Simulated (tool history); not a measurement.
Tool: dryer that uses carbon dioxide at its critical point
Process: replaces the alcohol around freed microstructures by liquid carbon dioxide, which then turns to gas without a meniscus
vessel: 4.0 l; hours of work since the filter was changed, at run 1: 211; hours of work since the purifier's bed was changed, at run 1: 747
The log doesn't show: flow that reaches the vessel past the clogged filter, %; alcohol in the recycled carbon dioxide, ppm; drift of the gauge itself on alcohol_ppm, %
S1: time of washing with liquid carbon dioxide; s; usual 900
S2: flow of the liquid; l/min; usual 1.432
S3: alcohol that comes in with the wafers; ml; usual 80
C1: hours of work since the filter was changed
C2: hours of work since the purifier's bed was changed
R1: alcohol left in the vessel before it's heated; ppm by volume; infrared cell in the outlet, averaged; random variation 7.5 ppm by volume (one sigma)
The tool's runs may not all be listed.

Run 1, day 0.000: usual settings; C1 211; C2 747. Result: R1 612 ppm by volume.
Run 2, day 1.988: usual settings; C1 228; C2 764. Result: R1 605 ppm by volume.
Run 3, day 3.646: usual settings but S3 116 ml; C1 242; C2 778. Result: R1 817 ppm by volume.
Run 4, day 5.796: usual settings but S3 116 ml; C1 260; C2 796. Result: R1 843 ppm by volume.
Run 5, day 7.188: usual settings but S1 780 s; C1 272; C2 808. Result: R1 937 ppm by volume.
Run 6, day 9.100: usual settings; C1 288; C2 824. Result: R1 644 ppm by volume.
Run 7, day 11.575: usual settings; C1 309; C2 845. Result: R1 643 ppm by volume.
Run 8, day 13.100: usual settings; C1 322; C2 858. Result: R1 672 ppm by volume.
At day 13.817: inlet filter changed.
Run 9, day 15.396: usual settings; C1 13; C2 877. Result: R1 618 ppm by volume.
Run 10, day 17.017: usual settings but S2 1.640 l/min; C1 27; C2 891. Result: R1 424 ppm by volume.
Run 11, day 19.483: usual settings but S2 1.490 l/min; C1 48; C2 912. Result: R1 534 ppm by volume.
Run 12, day 20.729: usual settings but S3 110 ml; C1 58; C2 922. Result: R1 755 ppm by volume.
Run 13, day 22.208: usual settings but S3 110 ml; C1 71; C2 935. Result: R1 744 ppm by volume.
Run 14, day 24.438: usual settings but S3 110 ml; C1 90; C2 953. Result: R1 759 ppm by volume.
Run 15, day 26.062: usual settings but S1 1020 s, S3 31 ml; C1 103; C2 967. Result: R1 320 ppm by volume.
Run 16, day 27.329: usual settings but S1 660 s, S2 2.150 l/min; C1 114; C2 978. Result: R1 513 ppm by volume.
Run 17, day 29.471: usual settings but S1 840 s, S2 1.050 l/min, S3 43 ml; C1 132; C2 996. Result: R1 963 ppm by volume.
Run 18, day 31.729: usual settings but S1 960 s, S2 1.530 l/min; C1 151; C2 1015. Result: R1 478 ppm by volume.
Run 19, day 33.921: usual settings but S1 1200 s, S2 1.550 l/min, S3 37 ml; C1 170; C2 1033. Result: R1 273 ppm by volume.

Forecast each of these 4 alternatives for the next run:
Run A, day 35.867: usual settings but S1 1440 s, S3 41 ml; C1 186; C2 1050. Result: R1 ?.
Run B, day 35.867: usual settings but S2 1.460 l/min, S3 106 ml; C1 186; C2 1050. Result: R1 ?.
Run C, day 35.867: usual settings but S1 600 s, S2 1.040 l/min, S3 24 ml; C1 186; C2 1050. Result: R1 ?.
Run D, day 35.867: usual settings but S3 30 ml; C1 186; C2 1050. Result: R1 ?.

run    R1
  A   263
  B   792
  C  1144
  D   415
Without the tool's hidden state the same runs would have given:
run   R1
  A   20
  B  467
  C  844
  D  143
